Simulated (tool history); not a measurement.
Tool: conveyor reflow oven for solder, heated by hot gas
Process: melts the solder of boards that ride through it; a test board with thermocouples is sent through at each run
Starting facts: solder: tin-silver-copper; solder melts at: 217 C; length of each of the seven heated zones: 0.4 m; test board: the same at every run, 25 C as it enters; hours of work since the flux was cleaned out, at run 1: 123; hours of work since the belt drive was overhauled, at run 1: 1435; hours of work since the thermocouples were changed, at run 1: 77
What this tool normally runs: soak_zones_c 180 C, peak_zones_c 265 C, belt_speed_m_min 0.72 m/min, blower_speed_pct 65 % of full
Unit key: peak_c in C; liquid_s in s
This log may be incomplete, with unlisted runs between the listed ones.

run,hour,soak_zones_c,peak_zones_c,belt_speed_m_min,blower_speed_pct,hours of work since the flux was cleaned out,hours of work since the belt drive was overhauled,hours of work since the thermocouples were changed,peak_c,liquid_s
1,0,180,265,0.72,65,123,1435,77,247.4,47.5
2,48.4,180,261,0.72,65,156,1469,111,243.7,45
3,80.4,180,261,0.72,65,179,1491,133,243.6,44.9
# hour 91: flux residue cleaned out of gas plates and filters
4,113.7,180,265,0.642,65,16,1510,153,250.5,57.1
5,144,180,265,0.642,65,37,1531,174,250.6,57.3
6,195.1,180,265,0.72,65,72,1567,209,247.2,47.5
7,255.6,180,265,0.72,65,114,1609,251,247.3,47.7
# hour 292.6: belt drive overhauled, speed set with a stopwatch
8,294.9,180,265,0.72,65,139,2,276,247.1,47.6
9,323.5,180,265,0.72,65,159,21,296,247.2,47.5
# hour 364.4: flux residue cleaned out of gas plates and filters
10,364.4,180,265,0.72,65,0,46,321,247,47.6
11,416,180,265,0.72,65,36,82,356,246.9,47.4
12,456,180,265,0.72,65,64,110,384,247,47.5
13,506.4,180,265,0.72,65,99,145,419,247.2,47.4
14,546.9,180,265,0.72,65,127,173,447,247.1,47.4
15,576.8,180,265,0.72,65,148,194,468,247.2,47.6
# hour 633.9: flux residue cleaned out of gas plates and filters
16,639.2,180,265,0.72,65,4,234,508,247,47.4

Expected results for the next run?
17,674.6,180,265,0.72,65,28,258,533,?,?

Run 17 produced peak_c 247 C, liquid_s 47.4 s.
Had the tool carried no hidden state, the very same run would have given peak_c 247 C, liquid_s 47.4 s.
